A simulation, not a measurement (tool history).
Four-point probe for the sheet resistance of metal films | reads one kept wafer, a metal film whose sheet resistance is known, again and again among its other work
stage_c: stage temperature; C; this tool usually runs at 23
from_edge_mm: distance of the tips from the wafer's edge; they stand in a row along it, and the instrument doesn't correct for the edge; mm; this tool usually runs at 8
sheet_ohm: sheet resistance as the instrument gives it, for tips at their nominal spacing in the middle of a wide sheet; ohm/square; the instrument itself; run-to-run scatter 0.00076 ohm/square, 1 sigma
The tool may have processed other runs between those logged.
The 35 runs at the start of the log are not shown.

run,hour,stage_c,from_edge_mm,touches since the probe head was changed,hours of work since the stage's thermometer was calibrated,sheet_ohm
# hour 403.6: stage's thermometer calibrated, once more
36,413.6,27,15,26576,7,3.750189
37,429.1,25,21,26971,19,3.749248
38,441.9,25,21,27295,28,3.74939
39,454.5,25,21,27616,37,3.750484
40,465.9,23,5,27906,46,3.829605
41,478.8,32,31,28234,55,3.73155
42,487.7,21,10,28460,61,3.775575
43,503.5,21,10,28859,73,3.773032
44,520.3,21,10,29288,85,3.773757

Here are 4 independent what-if runs from the current tool condition. What would each one return?
A,532.4,25,43,29595,94,?
B,532.4,20,10,29595,94,?
C,532.4,23,14,29595,94,?
D,532.4,21,7,29595,94,?

run,sheet_ohm
A,3.745781
B,3.776643
C,3.760581
D,3.796035
With the hidden condition removed and each run's random variation left untouched, the same runs would have given:
run,sheet_ohm
A,3.756901
B,3.787858
C,3.771746
D,3.807301
